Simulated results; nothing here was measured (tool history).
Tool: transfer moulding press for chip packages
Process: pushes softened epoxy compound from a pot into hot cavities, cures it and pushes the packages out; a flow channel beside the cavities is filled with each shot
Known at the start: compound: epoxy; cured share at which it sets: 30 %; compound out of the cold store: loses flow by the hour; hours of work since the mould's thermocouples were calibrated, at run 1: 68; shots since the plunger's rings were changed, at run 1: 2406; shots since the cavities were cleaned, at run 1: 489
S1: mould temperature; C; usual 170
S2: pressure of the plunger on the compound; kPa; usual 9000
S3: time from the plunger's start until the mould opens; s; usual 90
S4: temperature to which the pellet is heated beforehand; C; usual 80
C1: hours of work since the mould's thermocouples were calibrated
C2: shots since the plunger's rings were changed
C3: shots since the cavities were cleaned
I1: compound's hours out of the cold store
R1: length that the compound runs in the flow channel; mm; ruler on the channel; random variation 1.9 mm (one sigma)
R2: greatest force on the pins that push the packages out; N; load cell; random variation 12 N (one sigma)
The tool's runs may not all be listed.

run	day	S1	S2	S3	S4	C1	C2	C3	I1	R1	R2
1	0.000	170	9000	90	80	68	2406	489	11.4	856	571
# day 1.492: cavities cleaned with cleaning compound and waxed
2	1.596	170	9000	90	78	84	2717	22	36.2	796	543
3	2.704	170	9000	90	78	96	2941	246	25.0	825	563
4	4.829	170	9000	90	78	120	3371	676	27.3	816	553
# day 5.400: cavities cleaned with cleaning compound and waxed
# day 6.567: plunger's sealing rings changed
5	6.954	170	9000	90	78	141	77	293	12.5	856	559
6	9.192	170	9000	90	78	165	531	747	10.4	865	582
# day 9.483: cavities cleaned with cleaning compound and waxed
7	10.283	170	9000	90	78	176	739	162	10.5	866	611
8	12.483	170	9000	90	78	200	1185	608	36.3	796	575
# day 13.450: cavities cleaned with cleaning compound and waxed
9	13.888	171	9000	90	80	215	1457	90	17.4	844	525
10	15.088	170	9000	90	80	228	1700	333	47.9	770	560
11	17.188	170	9000	90	80	251	2124	757	26.6	819	566
# day 17.388: cavities cleaned with cleaning compound and waxed
12	19.721	170	9580	90	80	278	2625	473	28.6	842	568
# day 21.321: cavities cleaned with cleaning compound and waxed
13	21.533	170	9000	90	80	297	2979	43	19.8	837	549

Forecast run 14:
14	23.321	170	9000	90	77	316	3341	405	42.5	?	?

R1: 777 mm
R2: 545 N
Without the tool's hidden state the same run would have given R1 778 mm, R2 537 N.
